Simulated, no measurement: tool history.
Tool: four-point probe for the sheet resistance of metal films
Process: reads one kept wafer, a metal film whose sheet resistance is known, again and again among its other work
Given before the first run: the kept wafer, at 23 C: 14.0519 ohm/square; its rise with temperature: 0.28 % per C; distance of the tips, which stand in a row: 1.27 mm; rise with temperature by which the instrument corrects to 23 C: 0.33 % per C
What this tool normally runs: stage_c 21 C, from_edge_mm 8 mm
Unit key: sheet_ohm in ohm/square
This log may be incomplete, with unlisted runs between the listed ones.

Run 1, hour 0: usual settings. Result: sheet_ohm 14.280784 ohm/square.
Run 2, hour 84.1: usual settings. Result: sheet_ohm 14.281071 ohm/square.
Run 3, hour 213.9: usual settings but stage_c 27 C. Result: sheet_ohm 14.241669 ohm/square.
Run 4, hour 275.6: usual settings but stage_c 27 C. Result: sheet_ohm 14.244901 ohm/square.
Run 5, hour 353: usual settings but stage_c 27 C. Result: sheet_ohm 14.240579 ohm/square.
Run 6, hour 410: usual settings but stage_c 20 C. Result: sheet_ohm 14.296375 ohm/square.
Run 7, hour 527.9: usual settings but stage_c 20 C. Result: sheet_ohm 14.300405 ohm/square.
Run 8, hour 646.8: usual settings but stage_c 30 C. Result: sheet_ohm 14.229466 ohm/square.
Run 9, hour 735.8: usual settings but stage_c 30 C. Result: sheet_ohm 14.232194 ohm/square.
Run 10, hour 843: usual settings but from_edge_mm 31 mm. Result: sheet_ohm 14.120377 ohm/square.
Run 11, hour 938.8: usual settings but from_edge_mm 31 mm. Result: sheet_ohm 14.122443 ohm/square.
Run 12, hour 1030: usual settings but from_edge_mm 31 mm. Result: sheet_ohm 14.125484 ohm/square.
Run 13, hour 1099: usual settings but from_edge_mm 19 mm. Result: sheet_ohm 14.147394 ohm/square.
Run 14, hour 1180.3: usual settings but stage_c 27 C, from_edge_mm 22 mm. Result: sheet_ohm 14.096116 ohm/square.
Run 15, hour 1250.5: usual settings but stage_c 26 C, from_edge_mm 7 mm. Result: sheet_ohm 14.328452 ohm/square.
Run 16, hour 1345.5: usual settings but stage_c 19 C, from_edge_mm 7 mm. Result: sheet_ohm 14.383271 ohm/square.
Run 17, hour 1443.4: usual settings but stage_c 24 C, from_edge_mm 62 mm. Result: sheet_ohm 14.098203 ohm/square.
Run 18, hour 1543: usual settings but stage_c 25 C, from_edge_mm 16 mm. Result: sheet_ohm 14.136016 ohm/square.
Run 19, hour 1610.8: usual settings but stage_c 25 C, from_edge_mm 16 mm. Result: sheet_ohm 14.141015 ohm/square.
Run 20, hour 1732.9: usual settings but stage_c 31 C, from_edge_mm 55 mm. Result: sheet_ohm 14.059141 ohm/square.
Run 21, hour 1833.4: usual settings but stage_c 19 C, from_edge_mm 38 mm. Result: sheet_ohm 14.149264 ohm/square.
Run 22, hour 1911.7: usual settings but stage_c 20 C, from_edge_mm 7 mm. Result: sheet_ohm 14.382858 ohm/square.
Run 23, hour 1969.1: usual settings but stage_c 22 C, from_edge_mm 36 mm. Result: sheet_ohm 14.135561 ohm/square.
Run 24, hour 2107.7: usual settings but stage_c 22 C, from_edge_mm 36 mm. Result: sheet_ohm 14.113954 ohm/square.

Removed from this log: 1 entry logged between the listed runs. Between which two listed runs does each belong, and how does the tool's hidden state at the listed run before it compare with that at the listed run after it?
After run 23, before run 24: stage's thermometer calibrated (hour 2107.7)
  inner tips' distance over the nominal, %: 0.279 -> 0.289; tips' flats over new ones', %: 44 -> 46; wafer's true temperature over the reading, C: 0.53 -> -0.11
  the result without the hidden state subtracted from the measured one, sheet_ohm: +0.063481 -> +0.039671 ohm/square
